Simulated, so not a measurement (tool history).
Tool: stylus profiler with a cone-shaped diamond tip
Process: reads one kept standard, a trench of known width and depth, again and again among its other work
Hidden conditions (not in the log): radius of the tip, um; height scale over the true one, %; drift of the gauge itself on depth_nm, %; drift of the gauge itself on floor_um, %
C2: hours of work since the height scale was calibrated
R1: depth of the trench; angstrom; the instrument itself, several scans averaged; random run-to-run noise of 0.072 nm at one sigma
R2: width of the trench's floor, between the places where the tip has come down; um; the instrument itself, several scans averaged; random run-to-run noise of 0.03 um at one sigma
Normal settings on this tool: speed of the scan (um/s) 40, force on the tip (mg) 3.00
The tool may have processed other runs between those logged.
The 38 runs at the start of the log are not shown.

{"run": 39, "day": 82.117, "speed of the scan (um/s)": 35, "force on the tip (mg)": 1.57, "scans with this tip": 878, "C2": 69, "R1": 1012.3, "R2": 48.37}
{"run": 40, "day": 83.588, "speed of the scan (um/s)": 15, "force on the tip (mg)": 2.79, "scans with this tip": 1086, "C2": 85, "R1": 1016.5, "R2": 48.47}
{"run": 41, "day": 86.138, "speed of the scan (um/s)": 15, "force on the tip (mg)": 1.05, "scans with this tip": 1446, "C2": 114, "R1": 1009.6, "R2": 48.44}
{"run": 42, "day": 87.958, "speed of the scan (um/s)": 66, "force on the tip (mg)": 2.35, "scans with this tip": 1703, "C2": 134, "R1": 1015.2, "R2": 48.23}
{"run": 43, "day": 90.525, "speed of the scan (um/s)": 147, "force on the tip (mg)": 7.78, "scans with this tip": 2065, "C2": 162, "R1": 1034.2, "R2": 48.19}
{"run": 44, "day": 93.125, "speed of the scan (um/s)": 62, "force on the tip (mg)": 2.26, "scans with this tip": 2433, "C2": 191, "R1": 1015.4, "R2": 48.17}
{"run": 45, "day": 95.846, "speed of the scan (um/s)": 40, "force on the tip (mg)": 3.46, "scans with this tip": 2817, "C2": 221, "R1": 1020.8, "R2": 48.32}
{"run": 46, "day": 98.254, "speed of the scan (um/s)": 40, "force on the tip (mg)": 3.46, "scans with this tip": 3157, "C2": 248, "R1": 1020.3, "R2": 48.3}
{"run": 47, "day": 100.85, "speed of the scan (um/s)": 21, "force on the tip (mg)": 2.82, "scans with this tip": 3524, "C2": 277, "R1": 1018.5, "R2": 48.37}

Each row is a separate what-if for the run after 47, all from the same tool condition, not one after another. Results?
{"run": "A", "day": 103.592, "speed of the scan (um/s)": 40, "force on the tip (mg)": 1.06, "scans with this tip": 3911, "C2": 307, "R1": "?", "R2": "?"}
{"run": "B", "day": 103.592, "speed of the scan (um/s)": 29, "force on the tip (mg)": 1.03, "scans with this tip": 3911, "C2": 307, "R1": "?", "R2": "?"}
{"run": "C", "day": 103.592, "speed of the scan (um/s)": 114, "force on the tip (mg)": 4.76, "scans with this tip": 3911, "C2": 307, "R1": "?", "R2": "?"}

run=A R1=1010.9 R2=48.12
run=B R1=1011.3 R2=48.23
run=C R1=1024.3 R2=48.09
With no hidden state in the tool, these same runs would have given:
run=A R1=1009.7 R2=48.34
run=B R1=1010.0 R2=48.44
run=C R1=1023.1 R2=48.31
